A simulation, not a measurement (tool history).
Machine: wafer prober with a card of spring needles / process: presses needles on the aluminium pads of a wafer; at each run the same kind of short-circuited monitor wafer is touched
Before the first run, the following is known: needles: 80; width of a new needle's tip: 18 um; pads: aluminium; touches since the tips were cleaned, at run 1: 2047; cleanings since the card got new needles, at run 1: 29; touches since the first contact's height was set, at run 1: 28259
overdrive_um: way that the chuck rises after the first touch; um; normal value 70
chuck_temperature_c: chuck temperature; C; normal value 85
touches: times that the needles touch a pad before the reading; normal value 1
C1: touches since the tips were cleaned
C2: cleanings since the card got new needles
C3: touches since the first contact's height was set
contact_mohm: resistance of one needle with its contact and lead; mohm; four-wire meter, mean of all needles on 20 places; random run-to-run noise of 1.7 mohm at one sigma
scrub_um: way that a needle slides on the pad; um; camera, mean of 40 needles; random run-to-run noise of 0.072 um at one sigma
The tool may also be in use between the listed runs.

Run 1, day 0.000: usual settings; C1 2047; C2 29; C3 28259. Result: contact_mohm 229 mohm, scrub_um 18.88 um.
Run 2, day 0.333: usual settings; C1 6178; C2 29; C3 32390. Result: contact_mohm 245 mohm, scrub_um 18.74 um.
At day 0.467: tips cleaned on abrasive film.
Run 3, day 0.662: usual settings; C1 2433; C2 30; C3 36453. Result: contact_mohm 227 mohm, scrub_um 18.81 um.
At day 1.096: tips cleaned on abrasive film.
Run 4, day 1.175: usual settings but chuck_temperature_c 119 C; C1 959; C2 31; C3 42800. Result: contact_mohm 210 mohm, scrub_um 18.66 um.
Run 5, day 1.483: usual settings but chuck_temperature_c 119 C; C1 4797; C2 31; C3 46638. Result: contact_mohm 246 mohm, scrub_um 18.52 um.
At day 1.704: tips cleaned on abrasive film.
Run 6, day 1.729: usual settings but chuck_temperature_c 119 C; C1 288; C2 32; C3 49638. Result: contact_mohm 196 mohm, scrub_um 18.55 um.
Run 7, day 2.008: usual settings; C1 3812; C2 32; C3 53162. Result: contact_mohm 246 mohm, scrub_um 18.57 um.
Run 8, day 2.288: usual settings; C1 7273; C2 32; C3 56623. Result: contact_mohm 254 mohm, scrub_um 18.62 um.
At day 2.317: tips cleaned on abrasive film.
Run 9, day 2.762: usual settings but overdrive_um 86 um; C1 5550; C2 33; C3 62493. Result: contact_mohm 221 mohm, scrub_um 22.89 um.
At day 2.921: tips cleaned on abrasive film.
Run 10, day 3.262: usual settings but overdrive_um 86 um; C1 4233; C2 34; C3 68667. Result: contact_mohm 217 mohm, scrub_um 22.73 um.
At day 3.533: tips cleaned on abrasive film.
Run 11, day 3.721: usual settings but overdrive_um 86 um; C1 2334; C2 35; C3 74344. Result: contact_mohm 207 mohm, scrub_um 22.85 um.
Run 12, day 4.054: usual settings but overdrive_um 80 um; C1 6474; C2 35; C3 78484. Result: contact_mohm 231 mohm, scrub_um 21.24 um.
At day 4.171: tips cleaned on abrasive film.
Run 13, day 4.625: usual settings but chuck_temperature_c 102 C; C1 5682; C2 36; C3 85555. Result: contact_mohm 252 mohm, scrub_um 18.51 um.
At day 4.783: tips cleaned on abrasive film.
Run 14, day 4.879: usual settings but touches 2; C1 1182; C2 37; C3 88672. Result: contact_mohm 196 mohm, scrub_um 18.46 um.
Run 15, day 5.112: usual settings but touches 2; C1 4093; C2 37; C3 91583. Result: contact_mohm 213 mohm, scrub_um 18.52 um.
At day 5.421: tips cleaned on abrasive film.
Run 16, day 5.688: usual settings but touches 2; C1 3345; C2 38; C3 98701. Result: contact_mohm 214 mohm, scrub_um 18.38 um.
At day 6.033: tips cleaned on abrasive film.
Run 17, day 6.129: usual settings but touches 2; C1 1195; C2 39; C3 104150. Result: contact_mohm 199 mohm, scrub_um 18.33 um.
Run 18, day 6.621: usual settings but touches 2; C1 7301; C2 39; C3 110256. Result: contact_mohm 221 mohm, scrub_um 18.31 um.
At day 6.675: tips cleaned on abrasive film.
Run 19, day 6.933: usual settings but touches 2; C1 3252; C2 40; C3 114141. Result: contact_mohm 214 mohm, scrub_um 18.34 um.
At day 6.988: height of the first contact set anew.
At day 7.312: tips cleaned on abrasive film.
Run 20, day 7.312: usual settings but overdrive_um 67 um, chuck_temperature_c 91 C, touches 3; C1 0; C2 41; C3 4008. Result: contact_mohm 181 mohm, scrub_um 17.42 um.
Run 21, day 7.679: usual settings but overdrive_um 69 um; C1 4567; C2 41; C3 8575. Result: contact_mohm 254 mohm, scrub_um 17.89 um.
At day 7.938: tips cleaned on abrasive film.
Run 22, day 8.138: usual settings but overdrive_um 69 um, chuck_temperature_c 42 C; C1 2512; C2 42; C3 14260. Result: contact_mohm 235 mohm, scrub_um 17.90 um.
Run 23, day 8.433: usual settings but overdrive_um 83 um, chuck_temperature_c 91 C, touches 2; C1 6190; C2 42; C3 17938. Result: contact_mohm 210 mohm, scrub_um 21.67 um.
At day 8.554: tips cleaned on abrasive film.
Run 24, day 8.821: usual settings but overdrive_um 77 um, touches 2; C1 3316; C2 43; C3 22717. Result: contact_mohm 206 mohm, scrub_um 19.96 um.
At day 9.175: tips cleaned on abrasive film.
Run 25, day 9.225: usual settings but overdrive_um 63 um, chuck_temperature_c 113 C, touches 2; C1 646; C2 44; C3 27714. Result: contact_mohm 201 mohm, scrub_um 16.21 um.
At day 9.267: height of the first contact set anew, once more.
Run 26, day 9.683: usual settings but overdrive_um 73 um, touches 2; C1 6186; C2 44; C3 5189. Result: contact_mohm 221 mohm, scrub_um 19.68 um.
At day 9.808: tips cleaned on abrasive film.
Run 27, day 10.104: usual settings but overdrive_um 55 um, touches 2; C1 3674; C2 45; C3 10384. Result: contact_mohm 243 mohm, scrub_um 14.71 um.
At day 10.433: tips cleaned on abrasive film.
Run 28, day 10.446: usual settings but overdrive_um 55 um, touches 2; C1 136; C2 46; C3 14572. Result: contact_mohm 189 mohm, scrub_um 14.73 um.
Run 29, day 10.871: usual settings but overdrive_um 55 um, chuck_temperature_c 58 C, touches 2; C1 5454; C2 46; C3 19890. Result: contact_mohm 246 mohm, scrub_um 14.72 um.
At day 11.046: tips cleaned on abrasive film.
Run 30, day 11.262: usual settings but chuck_temperature_c 92 C; C1 2713; C2 47; C3 24727. Result: contact_mohm 230 mohm, scrub_um 18.78 um.
Run 31, day 11.562: usual settings but chuck_temperature_c 92 C; C1 6428; C2 47; C3 28442. Result: contact_mohm 252 mohm, scrub_um 18.65 um.
At day 11.675: tips cleaned on abrasive film.
Run 32, day 11.946: usual settings but chuck_temperature_c 92 C; C1 3415; C2 48; C3 33201. Result: contact_mohm 238 mohm, scrub_um 18.67 um.

Results per run with the tool's hidden condition removed, run-to-run variation unchanged:
Unlogged tool condition in this case: debris on the tips, nm; way that the needles fall short of the set height, um; tips' diameter, um; drift of the gauge itself on contact_mohm, %; drift of the gauge itself on scrub_um, %.
run  contact_mohm  scrub_um
  1           175     18.97
  2           171     18.83
  3           172     18.93
  4           179     18.82
  5           179     18.68
  6           177     18.75
  7           175     18.77
  8           175     18.82
  9           170     23.13
 10           168     23.00
 11           171     23.16
 12           170     21.55
 13           177     18.84
 14           173     18.83
 15           170     18.89
 16           173     18.77
 17           174     18.76
 18           171     18.74
 19           172     18.81
 20           176     18.04
 21           175     18.52
 22           167     18.56
 23           173     22.33
 24           171     20.65
 25           179     16.94
 26           176     19.68
 27           178     14.73
 28           179     14.78
 29           172     14.76
 30           173     18.86
 31           175     18.72
 32           173     18.78

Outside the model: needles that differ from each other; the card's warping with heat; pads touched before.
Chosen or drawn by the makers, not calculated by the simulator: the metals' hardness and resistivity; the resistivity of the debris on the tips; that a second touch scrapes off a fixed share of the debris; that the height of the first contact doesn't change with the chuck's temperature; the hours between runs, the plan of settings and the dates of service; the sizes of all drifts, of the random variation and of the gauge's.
